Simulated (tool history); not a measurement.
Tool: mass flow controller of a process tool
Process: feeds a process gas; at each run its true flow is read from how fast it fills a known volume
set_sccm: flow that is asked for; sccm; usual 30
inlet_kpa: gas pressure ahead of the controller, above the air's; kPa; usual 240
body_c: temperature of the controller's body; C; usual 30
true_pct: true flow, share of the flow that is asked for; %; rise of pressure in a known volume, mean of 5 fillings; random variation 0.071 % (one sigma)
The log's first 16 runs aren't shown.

run      day  set_sccm  inlet_kpa  body_c  true_pct
 17   58.983        84        143      30    100.07
 18   63.708        30        240      22     99.71
 19   67.567        30        240      35    100.14
 20   71.904        30        272      30     100.2
 21    76.95        30        263      22     99.97
 22   81.129        37        162      24     99.55
 23   85.504        37        200      21     99.76
 24   87.975        72        151      30    100.14
 25    91.25        20        180      30     99.99
 26   93.388        20        180      30     99.89
 27     98.1        15        245      32    100.48
 28  101.962        98        249      26    100.92
 29  104.721        61        244      26    100.51
 30   107.15        61        244      26     100.4
 31  110.396        61        244      26    100.49
 32  114.025        61        244      26    100.49
 33  116.967        61        244      26    100.55
 34  120.988        15        198      30    100.63
 35  125.196        14        240      30    100.86
 36  128.171        11        188      37    101.12
 37  132.846        13        188      31    100.71
 38  136.346        40        148      39    100.37
 39  138.521        40        148      39     100.4

Forecast each of these 3 alternatives for the next run:
  A  142.617        34        227      39         ?
  B  142.617        82        240      30         ?
  C  142.617        42        240      30         ?

run  true_pct
  A    100.84
  B    100.95
  C    100.73
Without the tool's hidden state the same runs would have given:
run  true_pct
  A     99.64
  B    100.08
  C     99.64
